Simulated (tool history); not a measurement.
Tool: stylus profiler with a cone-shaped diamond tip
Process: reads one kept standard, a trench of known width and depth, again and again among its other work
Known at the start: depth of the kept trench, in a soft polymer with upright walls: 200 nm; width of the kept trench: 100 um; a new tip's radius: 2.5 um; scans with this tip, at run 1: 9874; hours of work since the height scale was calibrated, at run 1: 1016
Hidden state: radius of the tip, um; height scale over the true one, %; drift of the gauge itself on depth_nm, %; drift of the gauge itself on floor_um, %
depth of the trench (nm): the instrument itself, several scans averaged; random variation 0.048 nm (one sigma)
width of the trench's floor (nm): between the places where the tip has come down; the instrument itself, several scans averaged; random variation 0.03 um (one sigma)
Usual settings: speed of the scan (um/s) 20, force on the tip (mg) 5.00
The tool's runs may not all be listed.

run,hour,speed of the scan (um/s),force on the tip (mg),scans with this tip,hours of work since the height scale was calibrated,depth of the trench (nm),width of the trench's floor (nm)
1,0.0,20,5.00,9874,1016,202.28,97440
2,26.5,20,5.00,10043,1033,202.30,97460
3,67.8,6,5.00,10307,1061,202.31,97400
4,96.4,6,5.00,10490,1079,202.24,97370
5,139.9,15,5.00,10768,1108,202.21,97370
6,182.8,15,5.00,11042,1136,202.23,97350
7,221.6,15,5.00,11290,1162,202.12,97360
8,264.2,15,5.00,11563,1190,202.13,97320
9,297.8,7,5.00,11777,1212,202.06,97330
10,317.2,8,8.29,11901,1225,203.33,97330
11,357.5,13,3.53,12159,1251,201.57,97320
12,397.9,58,3.04,12417,1278,201.30,97180
13,421.6,45,5.63,12569,1293,202.24,97270
14,445.2,7,7.11,12720,1309,202.85,97330
15,486.8,7,7.11,12985,1336,202.92,97300
16,508.6,7,2.21,13125,1351,200.88,97260
17,547.6,7,2.21,13374,1376,200.89,97270
18,567.3,6,4.41,13500,1389,201.91,97310

4 ways to go on from here, each from the tool as it stands after run 18. What would each give?
A,609.3,52,2.98,13768,1417,?,?
B,609.3,26,7.54,13768,1417,?,?
C,609.3,30,1.87,13768,1417,?,?
D,609.3,20,2.01,13768,1417,?,?

run,depth of the trench (nm),width of the trench's floor (nm)
A,201.31,97180
B,202.95,97220
C,200.59,97210
D,200.73,97250
Without the tool's hidden state the same runs would have given:
run,depth of the trench (nm),width of the trench's floor (nm)
A,202.09,97950
B,203.74,97990
C,201.36,97980
D,201.50,98020
